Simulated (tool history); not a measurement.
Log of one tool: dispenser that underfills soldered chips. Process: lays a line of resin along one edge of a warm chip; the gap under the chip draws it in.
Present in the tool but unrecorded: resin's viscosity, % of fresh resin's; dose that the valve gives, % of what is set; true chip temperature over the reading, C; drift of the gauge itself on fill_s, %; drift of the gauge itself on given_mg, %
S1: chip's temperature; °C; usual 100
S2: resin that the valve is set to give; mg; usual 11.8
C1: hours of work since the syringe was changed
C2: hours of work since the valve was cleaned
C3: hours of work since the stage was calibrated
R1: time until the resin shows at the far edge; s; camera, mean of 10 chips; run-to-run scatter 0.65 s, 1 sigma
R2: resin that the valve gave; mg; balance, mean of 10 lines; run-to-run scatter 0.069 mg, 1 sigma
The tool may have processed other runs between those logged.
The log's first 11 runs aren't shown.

At day 3.771: new syringe of resin.
Run 12, day 3.938: usual settings but S2 10.5 mg; C1 3; C2 35; C3 258. Result: R1 73 s, R2 10.23 mg.
Run 13, day 4.346: usual settings; C1 10; C2 42; C3 265. Result: R1 97.6 s, R2 11.38 mg.
At day 4.429: new syringe of resin.
Run 14, day 4.838: usual settings but S1 94 °C; C1 7; C2 51; C3 274. Result: R1 110.4 s, R2 11.48 mg.
At day 5.104: new syringe of resin.
Run 15, day 5.283: usual settings but S1 87 °C; C1 3; C2 58; C3 281. Result: R1 122.4 s, R2 11.36 mg.
Run 16, day 5.662: usual settings but S1 87 °C, S2 10.6 mg; C1 10; C2 65; C3 288. Result: R1 171.1 s, R2 10.17 mg.
At day 5.783: new syringe of resin.
Run 17, day 5.983: usual settings but S1 87 °C, S2 10.6 mg; C1 4; C2 70; C3 294. Result: R1 125.7 s, R2 10.1 mg.
Run 18, day 6.275: usual settings but S2 14 mg; C1 9; C2 76; C3 299. Result: R1 87.1 s, R2 13.39 mg.
At day 6.454: new syringe of resin.
Run 19, day 6.746: usual settings but S2 14 mg; C1 5; C2 84; C3 307. Result: R1 74.3 s, R2 13.18 mg.
At day 7.121: new syringe of resin.
At day 7.2: dispensing valve cleaned and set on the balance.
Run 20, day 7.221: usual settings but S2 14 mg; C1 1; C2 0; C3 314. Result: R1 60.8 s, R2 14.02 mg.

Forecast run 21:
Run 21, day 7.454: usual settings but S2 14 mg; C1 5; C2 5; C3 318. Result: R1 ?, R2 ?.

{"run 21": {"R1": 72.8, "R2": 13.89}}
Take away the tool's hidden state, keep the run-to-run variation as it was, and the same run would have given R1 55.8 s, R2 13.96 mg.
